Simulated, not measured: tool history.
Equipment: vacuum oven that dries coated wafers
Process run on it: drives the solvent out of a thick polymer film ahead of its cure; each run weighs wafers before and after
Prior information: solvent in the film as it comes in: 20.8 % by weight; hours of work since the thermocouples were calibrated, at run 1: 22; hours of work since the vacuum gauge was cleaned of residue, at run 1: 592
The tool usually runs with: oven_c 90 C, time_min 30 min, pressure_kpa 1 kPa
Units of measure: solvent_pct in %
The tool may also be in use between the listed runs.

| run | day | oven_c | time_min | pressure_kpa | hours of work since the thermocouples were calibrated | hours of work since the vacuum gauge was cleaned of residue | solvent_pct |
|---|---|---|---|---|---|---|---|
| 1 | 0 | 90 | 30 | 1 | 22 | 592 | 1.13 |
| 2 | 1.383 | 90 | 30 | 1 | 47 | 617 | 1.24 |
| 3 | 2.542 | 90 | 30 | 1 | 69 | 639 | 1.22 |
| 4 | 4.396 | 90 | 30 | 1 | 103 | 673 | 1.23 |
| 5 | 6.308 | 90 | 30 | 1 | 138 | 708 | 1.25 |
| 6 | 8.1 | 90 | 30 | 1 | 171 | 741 | 1.23 |
| 7 | 10.108 | 90 | 30 | 1 | 208 | 778 | 1.23 |
| 8 | 12.112 | 90 | 30 | 1 | 245 | 815 | 1.26 |
| 9 | 14.038 | 90 | 30 | 0.98 | 281 | 851 | 1.32 |
| 10 | 16.004 | 90 | 30 | 0.98 | 317 | 887 | 1.3 |
| 11 | 17.621 | 90 | 19 | 1 | 347 | 917 | 2.95 |
| 12 | 19.696 | 90 | 30 | 1 | 385 | 955 | 1.25 |
| 13 | 21.225 | 90 | 30 | 1 | 414 | 984 | 1.35 |
| 14 | 22.812 | 90 | 30 | 1 | 443 | 1013 | 1.28 |
| 15 | 24.404 | 90 | 30 | 1 | 473 | 1042 | 1.3 |
| 16 | 26.475 | 87 | 30 | 1 | 511 | 1081 | 1.85 |
| 17 | 27.712 | 87 | 30 | 1 | 534 | 1104 | 1.72 |
| 18 | 29.362 | 87 | 22 | 1 | 564 | 1134 | 3.13 |
| 19 | 30.438 | 85 | 22 | 1 | 584 | 1154 | 3.55 |
| 20 | 32.146 | 90 | 21 | 1 | 616 | 1186 | 2.68 |
| 21 | 33.842 | 90 | 21 | 1 | 647 | 1217 | 2.75 |
| 22 | 35.608 | 102 | 30 | 1 | 680 | 1249 | 0.41 |
| 23 | 37.021 | 92 | 30 | 1 | 706 | 1276 | 1.23 |
| 24 | 37.979 | 96 | 31 | 2.98 | 723 | 1293 | 1.25 |
| 25 | 39.683 | 81 | 24 | 0.77 | 755 | 1325 | 4.08 |
| 26 | 40.821 | 80 | 29 | 1.9 | 776 | 1346 | 3.92 |
| 27 | 42.642 | 85 | 29 | 1 | 809 | 1379 | 2.42 |
| 28 | 44.446 | 85 | 29 | 1 | 843 | 1413 | 2.45 |
| 29 | 45.679 | 88 | 30 | 0.53 | 866 | 1436 | 1.58 |
| 30 | 46.958 | 89 | 17 | 1 | 889 | 1459 | 4.19 |
| 31 | 48.246 | 95 | 50 | 1.54 | 913 | 1483 | 0.56 |
| 32 | 49.262 | 95 | 50 | 1.54 | 932 | 1502 | 0.59 |
| 33 | 50.7 | 95 | 50 | 1.54 | 958 | 1528 | 0.51 |
| 34 | 52.092 | 95 | 50 | 1.54 | 984 | 1554 | 0.61 |
|  | 52.862 | oven's thermocouples calibrated |
| 35 | 53.788 | 90 | 50 | 1.54 | 17 | 1584 | 0.69 |
| 36 | 54.783 | 81 | 50 | 1.75 | 35 | 1602 | 1.53 |
| 37 | 55.967 | 90 | 37 | 0.61 | 57 | 1624 | 0.67 |
| 38 | 58.092 | 90 | 37 | 0.61 | 97 | 1663 | 0.68 |
| 39 | 60.162 | 90 | 46 | 1.6 | 135 | 1702 | 0.83 |
| 40 | 61.646 | 96 | 30 | 0.59 | 162 | 1729 | 0.6 |
| 41 | 62.596 | 96 | 30 | 0.59 | 180 | 1747 | 0.6 |
| 42 | 64.008 | 75 | 29 | 3.4 | 206 | 1773 | 5.66 |
| 43 | 65.654 | 86 | 29 | 1 | 236 | 1803 | 1.96 |
| 44 | 67.375 | 90 | 23 | 2.15 | 268 | 1835 | 2.54 |
| 45 | 68.742 | 100 | 23 | 2.15 | 293 | 1860 | 1.23 |
| 46 | 70.55 | 94 | 21 | 1 | 327 | 1894 | 1.87 |

What differs in the tool's unlogged condition from the final listed run ahead of each entry between runs to the first listed run following it?
Between runs 34 and 35: oven's thermocouples calibrated (day 52.862)
  true wafer temperature over the reading, C: -2.73 -> -0.5; true pressure over the reading, kPa: 0.228 -> 0.232
  measured minus no-state result, solvent_pct: +0.14 -> +0.1 %
